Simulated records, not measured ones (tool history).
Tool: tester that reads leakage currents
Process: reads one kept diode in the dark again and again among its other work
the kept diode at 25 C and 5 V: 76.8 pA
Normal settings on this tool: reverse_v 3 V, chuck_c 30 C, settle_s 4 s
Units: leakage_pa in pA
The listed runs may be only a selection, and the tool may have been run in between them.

run 1 hour=0 | reverse_v=3 chuck_c=30 settle_s=4 | leakage_pa=92.87
run 2 hour=26.1 | reverse_v=3 chuck_c=30 settle_s=4 | leakage_pa=92.61
run 3 hour=59.5 | reverse_v=3 chuck_c=30 settle_s=4 | leakage_pa=92.63
run 4 hour=81.7 | reverse_v=5.99 chuck_c=30 settle_s=4 | leakage_pa=138.4
run 5 hour=101.4 | reverse_v=5.99 chuck_c=30 settle_s=4 | leakage_pa=138.04
run 6 hour=135.2 | reverse_v=4.53 chuck_c=54 settle_s=0.34 | leakage_pa=732.99
-- hour=140 tester calibrated
run 7 hour=154.2 | reverse_v=8.6 chuck_c=32 settle_s=2.1 | leakage_pa=200.33
run 8 hour=183.7 | reverse_v=5.18 chuck_c=54 settle_s=2.1 | leakage_pa=785.88
run 9 hour=207.4 | reverse_v=3 chuck_c=20 settle_s=2.2 | leakage_pa=40.41
run 10 hour=242.4 | reverse_v=11.7 chuck_c=30 settle_s=4.59 | leakage_pa=204.72

Below are 3 alternative next runs, each starting from the tool's condition after run 10. Predict each:
run A hour=272.7 | reverse_v=3.38 chuck_c=33 settle_s=0.74 | leakage_pa=?
run B hour=272.7 | reverse_v=11.76 chuck_c=30 settle_s=5.44 | leakage_pa=?
run C hour=272.7 | reverse_v=11.7 chuck_c=30 settle_s=1.2 | leakage_pa=?

run=A leakage_pa=128.1
run=B leakage_pa=205.09
run=C leakage_pa=207.03
With the hidden condition removed and each run's random variation left untouched, the same runs would have given:
run=A leakage_pa=119.96
run=B leakage_pa=190.61
run=C leakage_pa=192.47

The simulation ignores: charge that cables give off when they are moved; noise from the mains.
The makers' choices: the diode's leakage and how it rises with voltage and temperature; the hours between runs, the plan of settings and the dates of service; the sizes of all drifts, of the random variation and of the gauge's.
